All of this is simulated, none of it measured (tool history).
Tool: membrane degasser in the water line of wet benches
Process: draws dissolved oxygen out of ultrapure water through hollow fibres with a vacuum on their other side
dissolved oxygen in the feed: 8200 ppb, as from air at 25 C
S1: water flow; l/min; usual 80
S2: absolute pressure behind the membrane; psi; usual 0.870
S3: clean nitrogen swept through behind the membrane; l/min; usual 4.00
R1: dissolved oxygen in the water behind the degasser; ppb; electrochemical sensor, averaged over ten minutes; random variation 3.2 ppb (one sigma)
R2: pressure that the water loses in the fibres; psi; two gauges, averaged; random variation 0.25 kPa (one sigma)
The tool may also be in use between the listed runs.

Run 1, day 0.000: usual settings. Result: R1 345.8 ppb, R2 10.031 psi.
Run 2, day 2.604: usual settings. Result: R1 342.0 ppb, R2 10.041 psi.
Run 3, day 4.329: usual settings. Result: R1 350.4 ppb, R2 10.057 psi.
Run 4, day 6.233: usual settings. Result: R1 346.2 ppb, R2 10.013 psi.
Run 5, day 8.646: usual settings but S2 1.062 psi. Result: R1 404.9 ppb, R2 10.018 psi.
Run 6, day 11.062: usual settings but S2 1.062 psi. Result: R1 410.6 ppb, R2 9.986 psi.
Run 7, day 13.979: usual settings but S2 1.062 psi. Result: R1 406.8 ppb, R2 9.966 psi.
Run 8, day 16.767: usual settings but S2 1.062 psi. Result: R1 408.0 ppb, R2 10.067 psi.
Run 9, day 17.962: usual settings. Result: R1 352.2 ppb, R2 10.000 psi.
Run 10, day 20.442: usual settings but S2 1.671 psi. Result: R1 576.2 ppb, R2 10.041 psi.
Run 11, day 22.800: usual settings. Result: R1 354.6 ppb, R2 10.006 psi.
Run 12, day 25.592: usual settings. Result: R1 353.4 ppb, R2 9.937 psi.
Run 13, day 28.100: usual settings. Result: R1 354.0 ppb, R2 10.048 psi.
Run 14, day 30.979: usual settings. Result: R1 360.5 ppb, R2 10.064 psi.
Run 15, day 33.646: usual settings but S3 7.61 l/min. Result: R1 296.6 ppb, R2 10.018 psi.
Run 16, day 36.454: usual settings. Result: R1 359.4 ppb, R2 10.011 psi.
Run 17, day 38.425: usual settings but S1 65 l/min, S3 6.58 l/min. Result: R1 192.0 ppb, R2 8.122 psi.
Run 18, day 39.896: usual settings but S1 65 l/min, S3 6.58 l/min. Result: R1 189.0 ppb, R2 8.153 psi.
Run 19, day 42.496: usual settings but S1 57 l/min, S2 0.745 psi, S3 10.06 l/min. Result: R1 104.2 ppb, R2 7.205 psi.
Run 20, day 45.154: usual settings but S1 85 l/min, S2 0.609 psi, S3 2.53 l/min. Result: R1 364.3 ppb, R2 10.701 psi.
Run 21, day 48.021: usual settings but S1 64 l/min, S2 1.185 psi, S3 2.53 l/min. Result: R1 392.9 ppb, R2 8.077 psi.
Run 22, day 49.496: usual settings but S1 64 l/min, S2 1.185 psi, S3 2.53 l/min. Result: R1 393.4 ppb, R2 8.109 psi.
Run 23, day 50.971: usual settings but S1 64 l/min, S2 1.185 psi, S3 2.53 l/min. Result: R1 395.6 ppb, R2 8.048 psi.
Run 24, day 52.808: usual settings but S1 64 l/min, S2 1.185 psi, S3 2.53 l/min. Result: R1 402.2 ppb, R2 8.063 psi.
Run 25, day 54.000: usual settings but S1 71 l/min, S2 1.323 psi. Result: R1 401.3 ppb, R2 8.931 psi.
Run 26, day 55.279: usual settings but S1 71 l/min, S2 1.323 psi. Result: R1 404.3 ppb, R2 8.979 psi.
At day 57.579: seals of the vacuum lines changed.
Run 27, day 57.896: usual settings but S1 71 l/min, S2 1.323 psi. Result: R1 402.6 ppb, R2 8.985 psi.
Run 28, day 59.346: usual settings but S1 71 l/min, S2 1.323 psi. Result: R1 397.7 ppb, R2 9.026 psi.
Run 29, day 60.754: usual settings but S1 64 l/min, S2 0.535 psi, S3 3.73 l/min. Result: R1 151.6 ppb, R2 8.070 psi.
Run 30, day 62.758: usual settings but S1 64 l/min, S2 0.535 psi, S3 3.73 l/min. Result: R1 152.3 ppb, R2 8.103 psi.
Run 31, day 64.675: usual settings but S1 109 l/min, S2 0.740 psi, S3 2.67 l/min. Result: R1 666.0 ppb, R2 13.803 psi.
Run 32, day 66.446: usual settings but S3 3.49 l/min. Result: R1 384.4 ppb, R2 10.129 psi.

Measured less the same run without the tool's hidden state. The same run-to-run variation is in both; the gauge's scatter may not be:
The hidden state here: membrane still open, %; true pressure behind the membrane over the reading, kPa; air that leaks in behind the membrane, l/min; drift of the gauge itself on oxygen_ppb, %; drift of the gauge itself on loss_of_pressure_kpa, %.
run     R1      R2
  1  +30.9  +0.200
  2  +31.2  +0.205
  3  +32.3  +0.209
  4  +32.5  +0.213
  5  +33.3  +0.219
  6  +34.4  +0.222
  7  +34.8  +0.229
  8  +35.6  +0.235
  9  +35.9  +0.236
 10  +35.8  +0.244
 11  +37.4  +0.248
 12  +37.9  +0.252
 13  +38.6  +0.260
 14  +40.0  +0.267
 15  +31.9  +0.271
 16  +41.2  +0.277
 17  +24.9  +0.229
 18  +24.7  +0.231
 19  +16.1  +0.209
 20  +58.3  +0.315
 21  +39.4  +0.241
 22  +39.7  +0.245
 23  +40.2  +0.247
 24  +41.2  +0.249
 25  +38.3  +0.278
 26  +38.9  +0.283
 27  +37.8  +0.287
 28  +37.7  +0.290
 29  +35.4  +0.263
 30  +35.7  +0.267
 31  +82.0  +0.460
 32  +51.4  +0.344
